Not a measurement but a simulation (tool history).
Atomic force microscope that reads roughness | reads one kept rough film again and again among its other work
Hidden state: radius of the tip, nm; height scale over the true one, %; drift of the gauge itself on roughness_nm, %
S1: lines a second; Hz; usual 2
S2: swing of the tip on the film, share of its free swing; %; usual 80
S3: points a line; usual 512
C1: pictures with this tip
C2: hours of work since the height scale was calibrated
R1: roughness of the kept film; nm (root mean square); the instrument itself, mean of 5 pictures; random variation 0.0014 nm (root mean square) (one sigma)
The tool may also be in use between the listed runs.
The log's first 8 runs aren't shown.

| run | day | S1 | S2 | S3 | C1 | C2 | R1 |
|---|---|---|---|---|---|---|---|
| 9 | 2.662 | 2 | 81 | 512 | 40 | 75 | 0.463 |
| 10 | 2.862 | 2 | 80 | 378 | 49 | 78 | 0.462 |
| 11 | 3.146 | 2 | 80 | 520 | 61 | 82 | 0.461 |
| 12 | 3.529 | 2 | 80 | 554 | 77 | 87 | 0.463 |
| 13 | 3.917 | 1.93 | 80 | 512 | 94 | 93 | 0.461 |
| 14 | 4.138 | 1.93 | 80 | 512 | 103 | 96 | 0.462 |
|  | 4.542 | new tip fitted |
| 15 | 4.542 | 2 | 80 | 349 | 0 | 101 | 0.464 |
| 16 | 4.904 | 2 | 80 | 349 | 15 | 106 | 0.464 |
| 17 | 5.296 | 2.23 | 80 | 349 | 32 | 112 | 0.46 |
| 18 | 5.658 | 2 | 80 | 512 | 47 | 117 | 0.463 |
| 19 | 6.088 | 2 | 80 | 512 | 65 | 123 | 0.459 |
| 20 | 6.462 | 2 | 79 | 512 | 81 | 128 | 0.462 |
|  | 6.529 | height scale calibrated on a step standard |
| 21 | 6.817 | 2 | 79 | 512 | 94 | 4 | 0.462 |
| 22 | 7.033 | 2 | 80 | 512 | 104 | 7 | 0.461 |
| 23 | 7.221 | 2 | 80 | 1009 | 112 | 10 | 0.459 |
|  | 7.458 | new tip fitted |
| 24 | 7.625 | 2 | 80 | 1009 | 7 | 15 | 0.466 |
| 25 | 7.854 | 2 | 84 | 512 | 17 | 18 | 0.456 |

Run 26 comes next. What will it give?
| 26 | 8.146 | 2 | 84 | 512 | 29 | 23 | ? |

{"run 26": {"R1": 0.457}}
Without the tool's hidden state the same run would have given R1 0.459 nm (root mean square).

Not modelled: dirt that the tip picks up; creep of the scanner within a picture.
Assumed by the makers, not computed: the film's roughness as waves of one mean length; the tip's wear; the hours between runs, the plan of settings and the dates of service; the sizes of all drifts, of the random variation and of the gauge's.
